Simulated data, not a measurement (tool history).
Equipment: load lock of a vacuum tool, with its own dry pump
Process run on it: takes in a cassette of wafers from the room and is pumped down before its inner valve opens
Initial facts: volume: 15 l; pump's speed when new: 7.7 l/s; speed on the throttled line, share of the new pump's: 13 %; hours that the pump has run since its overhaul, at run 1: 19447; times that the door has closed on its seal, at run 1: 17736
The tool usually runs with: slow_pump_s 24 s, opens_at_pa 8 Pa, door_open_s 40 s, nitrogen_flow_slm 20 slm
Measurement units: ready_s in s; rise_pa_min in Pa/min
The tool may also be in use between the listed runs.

run,hour,slow_pump_s,opens_at_pa,door_open_s,nitrogen_flow_slm,hours that the pump has run since its overhaul,times that the door has closed on its seal,"incoming humidity of the room's air, %",ready_s,rise_pa_min
1,0,24,8,40,20,19447,17736,45,38.9,0.035
2,415.4,24,8,40,20,19863,18217,42.9,39.2,0.026
3,685.9,24,8,40,31,20133,18530,49.7,39.1,0.029
# hour 725.5: dry pump taken out, an overhauled one fitted
4,945.1,24,9,40,31,220,18824,43.9,38.8,0.028
5,1207.5,24,9,46,31,482,19128,49.1,39.3,0.029
6,1616.6,24,9,46,31,891,19602,45.9,38.7,0.029
7,2037,24,9,46,31,1312,20089,43.1,39.5,0.024
8,2412.5,24,7,40,20,1687,20524,44.8,39,0.025
9,2626.2,24,7,176,20,1901,20771,42.9,39,0.064
10,3009.8,18,15,36,40,2284,21216,45.1,32.5,0.022
11,3272.4,13,8,37,32,2547,21520,40.5,30.6,0.019
12,3488.2,13,16,38,32,2763,21770,47.1,28.2,0.025
13,3700,24,9,40,23,2974,22015,43.3,39.2,0.025
14,4149.1,15,8,33,5,3424,22536,45.6,32,0.043
15,4598.4,15,8,33,5,3873,23056,46.8,31.2,0.037
16,4821.5,24,9,40,20,4096,23315,44.6,39.1,0.039
17,5250.4,21,11,40,12,4525,23812,44.5,36.3,0.037
18,5522.2,40,8,99,20,4797,24127,48.1,52.7,0.049

Below are 5 alternative next runs, each starting from the tool's condition after run 18. Predict each:
A,5941.6,40,8,99,23,5216,24613,41.2,?,?
B,5941.6,40,8,99,22,5216,24613,46.1,?,?
C,5941.6,28,8,186,32,5216,24613,44.8,?,?
D,5941.6,29,8,238,24,5216,24613,43.9,?,?
E,5941.6,40,8,99,8,5216,24613,47.6,?,?

run,ready_s,rise_pa_min
A,53.8,0.041
B,53.3,0.047
C,42.3,0.051
D,43.9,0.065
E,52.4,0.065
The same runs, with their run-to-run variation unchanged, on a tool lacking any hidden condition would have given:
run,ready_s,rise_pa_min
A,53.8,0.041
B,53.3,0.047
C,42.3,0.05
D,43.9,0.065
E,52.4,0.065

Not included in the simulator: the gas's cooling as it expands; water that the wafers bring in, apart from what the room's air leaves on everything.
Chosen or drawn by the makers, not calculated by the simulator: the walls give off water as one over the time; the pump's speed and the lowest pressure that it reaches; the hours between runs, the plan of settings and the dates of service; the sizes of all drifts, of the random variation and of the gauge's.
